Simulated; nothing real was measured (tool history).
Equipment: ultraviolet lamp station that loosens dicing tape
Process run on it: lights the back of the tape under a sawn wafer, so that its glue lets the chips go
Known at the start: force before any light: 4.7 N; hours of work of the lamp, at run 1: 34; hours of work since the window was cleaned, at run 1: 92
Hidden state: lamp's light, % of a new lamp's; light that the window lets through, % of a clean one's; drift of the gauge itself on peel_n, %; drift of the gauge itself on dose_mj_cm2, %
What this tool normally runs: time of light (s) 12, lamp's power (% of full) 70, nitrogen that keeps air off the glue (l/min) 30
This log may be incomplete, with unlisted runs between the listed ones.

run	hour	time of light (s)	lamp's power (% of full)	nitrogen that keeps air off the glue (l/min)	hours of work of the lamp	hours of work since the window was cleaned	force that peels the tape off (N)	light that reached the tape (J/m2)
1	0	12	70	30	34	92	0.376	4990
2	11	12	70	30	41	99	0.383	5020
3	25	12	70	30	50	108	0.388	4970
4	42	12	70	30	61	119	0.38	5060
5	59.2	12	70	30	73	131	0.392	5050
6	75.1	12	70	15	83	141	0.581	4950
7	85.6	12	70	15	90	148	0.611	4980
8	97.3	12	70	15	98	156	0.617	4890
9	106.8	12	70	15	104	162	0.601	4900
10	121.1	12	70	15	114	172	0.621	4890
11	131.5	17	70	53	121	179	0.152	6850
# hour 132.9: window cleaned of glue's vapour
12	148	8	60	53	132	10	0.877	2700
13	163.9	7	71	20	142	21	1.235	2810
14	177.3	12	70	30	151	29	0.415	4790
15	198	8	76	14	165	43	1.139	3360
# hour 199.9: window cleaned of glue's vapour, once more
16	218.1	22	99	12	178	12	0.118	12880
17	238.5	12	99	12	191	26	0.361	6900
18	248.4	12	99	29	198	32	0.185	6930
19	266.1	23	99	32	210	44	0.091	13320

Below, some changes in force that peels the tape off (N) between adjacent runs. For each, the amount present without the hidden state too (settings, incoming material, random variation) and the amount remaining for the hidden state with gauge scatter not shared by both compared results:
Run 15 -> 16: time of light (s) 8 -> 22, lamp's power (% of full) 76 -> 99, nitrogen that keeps air off the glue (l/min) 14 -> 12, window cleaned of glue's vapour, once more. force that peels the tape off (N) -1.021: hidden state -0.129, all else -0.892.
